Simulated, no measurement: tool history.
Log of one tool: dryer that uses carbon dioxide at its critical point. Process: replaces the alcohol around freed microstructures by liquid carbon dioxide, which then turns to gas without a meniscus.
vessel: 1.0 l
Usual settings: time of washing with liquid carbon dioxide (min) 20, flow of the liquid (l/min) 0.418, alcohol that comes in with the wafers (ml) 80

run,hour,time of washing with liquid carbon dioxide (min),flow of the liquid (l/min),alcohol that comes in with the wafers (ml),alcohol left in the vessel before it's heated (ppm by volume)
1,0,20,0.418,80,187
2,15,20,0.418,62,148
3,28.3,20,0.39,80,281
4,54.1,20,0.418,80,129
5,84.4,20,0.262,80,1315
6,101.6,20,0.262,80,1381
7,116.2,20,0.67,80,45
8,137.2,20,0.67,80,46
9,164.7,20,0.67,80,42
10,182.2,20,0.67,80,46
11,195.1,20,0.67,80,44
12,226.3,20,0.418,75,151
13,249.4,20,0.418,75,138
14,271.2,20,0.351,75,354
15,301.2,20,0.351,75,340
16,317.6,20,0.351,75,361
17,343.8,20,0.351,75,367
18,373.1,20,0.351,75,369
19,400,20,0.552,113,74
20,421.7,20,0.646,30,63
21,439.4,27,0.418,80,65
22,468.7,13,0.418,80,1204
23,485.6,13,0.418,80,1207
24,513.7,23,0.284,90,701
25,542.6,16,0.343,116,1805
26,570.3,20,0.585,83,64
27,595,20,0.515,72,85
28,608.1,14,0.256,61,4423
29,632.8,22,0.389,33,117
30,656.1,22,0.389,33,117
31,674.7,12,0.378,63,2108
32,691.7,20,0.607,45,68
33,712,18,0.568,80,91
34,738.1,18,0.568,80,96
35,754.5,30,0.288,79,209

Taken out of this log: 1 entry between the listed runs. Where each belongs, and how the hidden state differs across it:
Between runs 3 and 4: inlet filter changed (hour 31.9)
  flow that reaches the vessel past the clogged filter, %: 91.6 -> 99.6; alcohol in the recycled carbon dioxide, ppm: 41.4 -> 42.4
  measured less the result without the state, alcohol left in the vessel before it's heated (ppm by volume): +133 -> +39
